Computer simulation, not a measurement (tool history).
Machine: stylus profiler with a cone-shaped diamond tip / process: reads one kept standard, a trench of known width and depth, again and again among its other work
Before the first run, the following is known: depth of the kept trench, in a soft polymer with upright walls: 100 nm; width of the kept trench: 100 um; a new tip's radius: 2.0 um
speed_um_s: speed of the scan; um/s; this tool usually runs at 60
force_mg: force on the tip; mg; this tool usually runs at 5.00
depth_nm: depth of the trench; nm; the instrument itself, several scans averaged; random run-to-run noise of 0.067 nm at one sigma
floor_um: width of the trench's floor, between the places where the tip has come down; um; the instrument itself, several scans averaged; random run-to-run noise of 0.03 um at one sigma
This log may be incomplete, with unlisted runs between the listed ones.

run 1 hour=0.0 | speed_um_s=60 force_mg=5.00 | depth_nm=100.95 floor_um=98.61
run 2 hour=15.5 | speed_um_s=60 force_mg=5.00 | depth_nm=101.09 floor_um=98.62
run 3 hour=28.9 | speed_um_s=60 force_mg=5.00 | depth_nm=101.03 floor_um=98.64
run 4 hour=43.4 | speed_um_s=60 force_mg=5.00 | depth_nm=101.01 floor_um=98.68
run 5 hour=54.2 | speed_um_s=60 force_mg=5.00 | depth_nm=101.04 floor_um=98.65
run 6 hour=68.3 | speed_um_s=157 force_mg=5.00 | depth_nm=101.04 floor_um=98.45
run 7 hour=75.2 | speed_um_s=157 force_mg=5.00 | depth_nm=101.09 floor_um=98.41
run 8 hour=91.4 | speed_um_s=146 force_mg=5.00 | depth_nm=101.05 floor_um=98.53
run 9 hour=101.0 | speed_um_s=146 force_mg=5.00 | depth_nm=101.07 floor_um=98.57
run 10 hour=116.8 | speed_um_s=60 force_mg=5.29 | depth_nm=101.07 floor_um=98.67
run 11 hour=131.2 | speed_um_s=70 force_mg=5.00 | depth_nm=101.12 floor_um=98.64
run 12 hour=146.7 | speed_um_s=24 force_mg=5.00 | depth_nm=101.04 floor_um=98.77
run 13 hour=160.3 | speed_um_s=24 force_mg=5.00 | depth_nm=101.06 floor_um=98.69
run 14 hour=167.7 | speed_um_s=60 force_mg=5.00 | depth_nm=101.01 floor_um=98.66
run 15 hour=178.5 | speed_um_s=60 force_mg=5.00 | depth_nm=101.01 floor_um=98.64
run 16 hour=193.4 | speed_um_s=60 force_mg=5.00 | depth_nm=101.13 floor_um=98.62
run 17 hour=209.0 | speed_um_s=60 force_mg=5.00 | depth_nm=101.13 floor_um=98.61
run 18 hour=219.5 | speed_um_s=60 force_mg=5.00 | depth_nm=101.19 floor_um=98.60
run 19 hour=233.9 | speed_um_s=60 force_mg=10.64 | depth_nm=101.77 floor_um=98.68
run 20 hour=243.5 | speed_um_s=60 force_mg=10.64 | depth_nm=101.80 floor_um=98.66
run 21 hour=250.3 | speed_um_s=60 force_mg=10.64 | depth_nm=101.84 floor_um=98.68
run 22 hour=258.5 | speed_um_s=60 force_mg=10.64 | depth_nm=101.66 floor_um=98.65
run 23 hour=269.8 | speed_um_s=60 force_mg=9.78 | depth_nm=101.60 floor_um=98.66
run 24 hour=276.3 | speed_um_s=62 force_mg=3.87 | depth_nm=100.90 floor_um=98.64
run 25 hour=285.8 | speed_um_s=28 force_mg=7.34 | depth_nm=101.36 floor_um=98.73
run 26 hour=298.3 | speed_um_s=28 force_mg=7.34 | depth_nm=101.23 floor_um=98.70
run 27 hour=308.1 | speed_um_s=190 force_mg=4.77 | depth_nm=100.94 floor_um=98.37
run 28 hour=320.9 | speed_um_s=190 force_mg=4.77 | depth_nm=100.88 floor_um=98.39

Forecast run 29:
run 29 hour=330.2 | speed_um_s=190 force_mg=4.77 | depth_nm=? floor_um=?

depth_nm: 100.97 nm
floor_um: 98.40 um
On a tool with no hidden condition, and with the same random variation, this run would have come out at depth_nm 100.98 nm, floor_um 98.40 um.
